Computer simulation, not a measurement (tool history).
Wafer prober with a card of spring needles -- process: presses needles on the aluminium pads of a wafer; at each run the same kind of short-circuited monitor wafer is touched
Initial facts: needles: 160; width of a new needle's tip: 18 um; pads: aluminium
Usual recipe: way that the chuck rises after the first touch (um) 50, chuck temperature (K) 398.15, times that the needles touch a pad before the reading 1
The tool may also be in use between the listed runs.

run     day  way that the chuck rises after the first touch (um)  chuck temperature (K)  times that the needles touch a pad before the reading  resistance of one needle with its contact and lead (mohm)  way that a needle slides on the pad (um)
  1   0.000                                                   50                 398.15                                                      1                                                        207                                     10.36
      0.154  -- tips cleaned on abrasive film
      0.775  -- tips cleaned on abrasive film
  2   1.025                                                   57                 398.15                                                      1                                                        203                                     11.80
      1.362  -- tips cleaned on abrasive film
      1.942  -- tips cleaned on abrasive film
  3   2.129                                                   57                 398.15                                                      1                                                        204                                     11.79
      2.550  -- tips cleaned on abrasive film
  4   2.879                                                   50                 398.15                                                      1                                                        211                                     10.38
      3.129  -- tips cleaned on abrasive film
  5   3.567                                                   50                 398.15                                                      1                                                        209                                     10.34
      3.733  -- tips cleaned on abrasive film
      4.342  -- tips cleaned on abrasive film
  6   4.750                                                   50                 398.15                                                      1                                                        212                                     10.34
      4.925  -- tips cleaned on abrasive film
      5.508  -- tips cleaned on abrasive film
  7   5.546                                                   50                 398.15                                                      1                                                        213                                     10.32
      6.142  -- tips cleaned on abrasive film
      6.712  -- tips cleaned on abrasive film
  8   6.796                                                   50                 398.15                                                      1                                                        210                                     10.34
      7.292  -- tips cleaned on abrasive film
  9   7.583                                                   50                 398.15                                                      1                                                        215                                     10.34
      7.875  -- tips cleaned on abrasive film
      8.450  -- tips cleaned on abrasive film
 10   8.629                                                   50                 398.15                                                      1                                                        212                                     10.34
      9.021  -- tips cleaned on abrasive film
 11   9.488                                                   56                 337.15                                                      1                                                        192                                     11.60
      9.592  -- tips cleaned on abrasive film
     10.221  -- tips cleaned on abrasive film
 12  10.396                                                   50                 398.15                                                      2                                                        210                                     10.34
     10.896  -- tips cleaned on abrasive film
 13  10.979                                                   50                 311.15                                                      2                                                        189                                     10.35
     11.496  -- tips cleaned on abrasive film
 14  11.533                                                   31                 351.15                                                      2                                                        220                                      6.45
     12.112  -- tips cleaned on abrasive film
 15  12.267                                                   43                 365.15                                                      2                                                        209                                      8.88
     12.712  -- tips cleaned on abrasive film
 16  12.921                                                   42                 365.15                                                      2                                                        207                                      8.67
     13.358  -- tips cleaned on abrasive film
 17  13.833                                                   59                 327.15                                                      2                                                        191                                     12.24
     14.008  -- tips cleaned on abrasive film
     14.596  -- tips cleaned on abrasive film
 18  14.967                                                   67                 318.15                                                      3                                                        185                                     13.84

Branching from run 18: 4 alternative next runs. What would each branch give?
     15.229  -- tips cleaned on abrasive film
     15.242  -- height of the first contact set anew
     15.904  -- tips cleaned on abrasive film
  A  16.108                                                   50                 398.15                                                      1                                                          ?                                         ?
     15.229  -- tips cleaned on abrasive film
     15.242  -- height of the first contact set anew
     15.904  -- tips cleaned on abrasive film
  B  16.108                                                   43                 301.15                                                      1                                                          ?                                         ?
     15.229  -- tips cleaned on abrasive film
     15.242  -- height of the first contact set anew
     15.904  -- tips cleaned on abrasive film
  C  16.108                                                   36                 332.15                                                      1                                                          ?                                         ?
     15.229  -- tips cleaned on abrasive film
     15.242  -- height of the first contact set anew
     15.904  -- tips cleaned on abrasive film
  D  16.108                                                   63                 312.15                                                      1                                                          ?                                         ?

run  resistance of one needle with its contact and lead (mohm)  way that a needle slides on the pad (um)
  A                                                        211                                     10.35
  B                                                        192                                      8.91
  C                                                        209                                      7.45
  D                                                        186                                     13.03
Take away the tool's hidden state, keep each run's random variation, and the runs would have read:
run  resistance of one needle with its contact and lead (mohm)  way that a needle slides on the pad (um)
  A                                                        211                                     10.35
  B                                                        192                                      8.91
  C                                                        208                                      7.45
  D                                                        186                                     13.03
